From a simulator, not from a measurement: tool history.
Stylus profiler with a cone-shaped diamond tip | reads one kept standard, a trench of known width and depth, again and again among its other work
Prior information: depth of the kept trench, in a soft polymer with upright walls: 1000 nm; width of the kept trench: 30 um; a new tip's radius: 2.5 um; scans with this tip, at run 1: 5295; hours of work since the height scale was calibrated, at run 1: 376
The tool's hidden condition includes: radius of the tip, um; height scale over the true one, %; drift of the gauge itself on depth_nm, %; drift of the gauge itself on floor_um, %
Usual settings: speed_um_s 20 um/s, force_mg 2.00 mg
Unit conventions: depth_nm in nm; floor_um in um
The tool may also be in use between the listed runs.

run     day  speed_um_s  force_mg  scans with this tip  hours of work since the height scale was calibrated  depth_nm  floor_um
  1   0.000          20      2.00                 5295                                                  376   1008.38     25.89
  2   2.458          20      5.68                 5853                                                  416   1016.17     25.92
  3   4.442          20      5.68                 6303                                                  448   1016.10     25.92
  4   6.996          20      5.68                 6883                                                  489   1015.82     25.94
  5   9.254          20      5.36                 7397                                                  525   1015.23     25.95
  6  11.875          20      5.36                 7991                                                  567   1015.74     25.89
  7  13.712          20      1.73                 8409                                                  597   1007.54     25.89
  8  15.746          20      1.73                 8870                                                  630   1007.06     25.90
  9  17.150          20      1.73                 9190                                                  652   1007.12     25.88
 10  19.108          20      3.15                 9634                                                  684   1010.83     25.92
 11  21.771          18      2.00                10239                                                  727   1007.91     25.91
 12  23.446          66      2.00                10619                                                  754   1007.62     25.60
 13  25.971          20      2.00                11192                                                  795   1008.03     25.88
 14  27.971          54      2.00                11646                                                  827   1007.53     25.74
 15  30.446          76      5.56                12209                                                  867   1016.06     25.79
 16  32.833          76      5.56                12751                                                  905   1015.97     25.75
 17  35.592          76      5.56                13378                                                  950   1015.49     25.82
 18  38.062          28      1.28                13938                                                  990   1005.91     25.81
 19  40.588          50      1.01                14512                                                 1030   1004.94     25.68
 20  43.075          35      2.65                15077                                                 1070   1009.48     25.85
 21  44.279          20      2.29                15350                                                 1090   1008.62     25.89
 22  46.492          46      2.29                15853                                                 1126   1009.03     25.78
 23  47.717          18      4.65                16131                                                 1145   1013.95     25.94
 24  49.379           9      0.69                16508                                                 1172   1004.17     25.93
 25  51.233          13      4.17                16929                                                 1202   1013.23     25.93
 26  53.150          13      4.17                17365                                                 1233   1012.90     25.92
 27  55.100          15      1.10                17808                                                 1264   1005.34     25.90
 28  57.142          41      3.09                18271                                                 1297   1010.82     25.80

3 options for the next run, each taken on its own from the tool as it stands now. Forecast them:
  A  59.054          68      5.49                18706                                                 1328         ?         ?
  B  59.054           8      1.30                18706                                                 1328         ?         ?
  C  59.054           5      5.27                18706                                                 1328         ?         ?

run  depth_nm  floor_um
  A   1016.04     25.77
  B   1005.88     26.00
  C   1015.67     25.95
Stripped of hidden state, with their random variation kept, the same runs would have yielded:
run  depth_nm  floor_um
  A   1016.02     25.78
  B   1005.86     26.01
  C   1015.65     25.96

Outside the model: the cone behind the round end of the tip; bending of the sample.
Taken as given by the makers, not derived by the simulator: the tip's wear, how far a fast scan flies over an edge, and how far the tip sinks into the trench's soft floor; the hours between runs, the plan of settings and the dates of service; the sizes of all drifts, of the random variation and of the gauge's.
